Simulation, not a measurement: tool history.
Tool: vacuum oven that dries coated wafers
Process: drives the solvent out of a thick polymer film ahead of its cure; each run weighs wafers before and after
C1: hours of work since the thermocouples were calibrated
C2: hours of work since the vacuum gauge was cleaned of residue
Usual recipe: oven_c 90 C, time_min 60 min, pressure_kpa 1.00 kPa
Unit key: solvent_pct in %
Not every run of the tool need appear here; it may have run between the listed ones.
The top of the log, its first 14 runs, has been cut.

run 15 hour=1053.3 | oven_c=90 time_min=56 pressure_kpa=0.54 | C1=706 C2=893 | solvent_pct=1.83
run 16 hour=1095.0 | oven_c=90 time_min=71 pressure_kpa=1.00 | C1=734 C2=921 | solvent_pct=1.39
run 17 hour=1178.7 | oven_c=90 time_min=71 pressure_kpa=1.00 | C1=790 C2=977 | solvent_pct=1.33
run 18 hour=1226.8 | oven_c=90 time_min=64 pressure_kpa=1.00 | C1=823 C2=1009 | solvent_pct=1.61
run 19 hour=1263.8 | oven_c=90 time_min=64 pressure_kpa=1.00 | C1=847 C2=1034 | solvent_pct=1.65
run 20 hour=1301.3 | oven_c=103 time_min=38 pressure_kpa=1.00 | C1=872 C2=1059 | solvent_pct=0.75
run 21 hour=1342.3 | oven_c=105 time_min=33 pressure_kpa=1.00 | C1=900 C2=1087 | solvent_pct=0.65
run 22 hour=1427.8 | oven_c=101 time_min=105 pressure_kpa=0.53 | C1=957 C2=1144 | solvent_pct=0.18
run 23 hour=1501.1 | oven_c=84 time_min=60 pressure_kpa=0.96 | C1=1006 C2=1193 | solvent_pct=3.73
run 24 hour=1561.4 | oven_c=77 time_min=60 pressure_kpa=1.00 | C1=1047 C2=1234 | solvent_pct=6.87
run 25 hour=1603.5 | oven_c=77 time_min=60 pressure_kpa=1.00 | C1=1075 C2=1262 | solvent_pct=6.74
run 26 hour=1658.3 | oven_c=77 time_min=34 pressure_kpa=3.40 | C1=1112 C2=1299 | solvent_pct=10.95
run 27 hour=1702.0 | oven_c=77 time_min=34 pressure_kpa=3.40 | C1=1141 C2=1328 | solvent_pct=10.83
run 28 hour=1780.6 | oven_c=89 time_min=34 pressure_kpa=3.40 | C1=1194 C2=1380 | solvent_pct=5.88
run 29 hour=1844.4 | oven_c=83 time_min=38 pressure_kpa=2.72 | C1=1237 C2=1423 | solvent_pct=7.41
run 30 hour=1906.2 | oven_c=83 time_min=38 pressure_kpa=2.72 | C1=1278 C2=1465 | solvent_pct=7.43
-- hour=1976.1 oven's thermocouples calibrated
run 31 hour=1993.9 | oven_c=98 time_min=87 pressure_kpa=0.83 | C1=12 C2=1522 | solvent_pct=0.33
run 32 hour=2058.4 | oven_c=82 time_min=84 pressure_kpa=2.74 | C1=55 C2=1565 | solvent_pct=3.99
run 33 hour=2144.2 | oven_c=82 time_min=84 pressure_kpa=2.74 | C1=113 C2=1623 | solvent_pct=4.06

Each row is a separate what-if for the run after 33, all from the same tool condition, not one after another. Results?
run A hour=2187.2 | oven_c=82 time_min=34 pressure_kpa=1.93 | C1=141 C2=1652 | solvent_pct=?
run B hour=2187.2 | oven_c=82 time_min=42 pressure_kpa=2.74 | C1=141 C2=1652 | solvent_pct=?
run C hour=2187.2 | oven_c=90 time_min=60 pressure_kpa=0.52 | C1=141 C2=1652 | solvent_pct=?
run D hour=2187.2 | oven_c=90 time_min=41 pressure_kpa=2.71 | C1=141 C2=1652 | solvent_pct=?

run=A solvent_pct=8.17
run=B solvent_pct=7.45
run=C solvent_pct=1.63
run=D solvent_pct=4.14
Without the tool's unlogged condition, the same runs would have read:
run=A solvent_pct=8.16
run=B solvent_pct=7.43
run=C solvent_pct=1.61
run=D solvent_pct=4.13
